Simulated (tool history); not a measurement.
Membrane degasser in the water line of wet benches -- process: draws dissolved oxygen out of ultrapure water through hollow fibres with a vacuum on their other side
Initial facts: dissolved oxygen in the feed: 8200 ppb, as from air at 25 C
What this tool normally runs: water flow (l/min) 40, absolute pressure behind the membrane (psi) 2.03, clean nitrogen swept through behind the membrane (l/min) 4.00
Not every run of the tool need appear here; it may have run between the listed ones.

run,hour,water flow (l/min),absolute pressure behind the membrane (psi),clean nitrogen swept through behind the membrane (l/min),dissolved oxygen in the water behind the degasser (ppb),pressure that the water loses in the fibres (psi)
1,0.0,40,2.03,4.00,521.1,7.794
2,95.8,40,2.03,4.00,509.6,7.770
3,172.3,40,2.03,4.00,510.7,7.775
4,274.6,40,2.03,4.00,514.2,7.842
5,362.5,40,3.22,4.00,683.0,7.838
6,453.1,40,3.22,4.00,677.9,7.825
7,541.9,40,2.76,4.00,621.2,7.825
8,684.4,40,2.03,4.95,477.3,7.847
9,754.1,40,2.03,4.00,522.3,7.873
10,875.7,40,2.03,4.00,517.4,7.862
11,1027.7,40,2.03,4.00,509.8,7.851
12,1124.5,40,2.03,4.00,516.0,7.884
13,1196.6,39,2.03,4.00,505.8,7.661
14,1341.8,39,2.03,4.00,496.4,7.715
15,1417.3,40,2.03,4.00,521.2,7.864
16,1506.7,40,2.03,4.00,512.9,7.906
17,1603.0,36,3.76,3.71,715.7,7.126
18,1709.1,36,3.76,3.71,716.4,7.094
19,1802.5,38,2.22,7.98,398.6,7.516
20,1956.9,27,2.93,10.09,278.0,5.362

Run 21, settings as shown, results not yet in. Your forecast:
# hour 1986.1: gauge calibrated
21,2087.3,30,2.03,4.38,?,?

dissolved oxygen in the water behind the degasser (ppb): 367.0
pressure that the water loses in the fibres (psi): 5.855
Minus the tool's unlogged condition, the same run would have read dissolved oxygen in the water behind the degasser (ppb) 366.4, pressure that the water loses in the fibres (psi) 5.845.
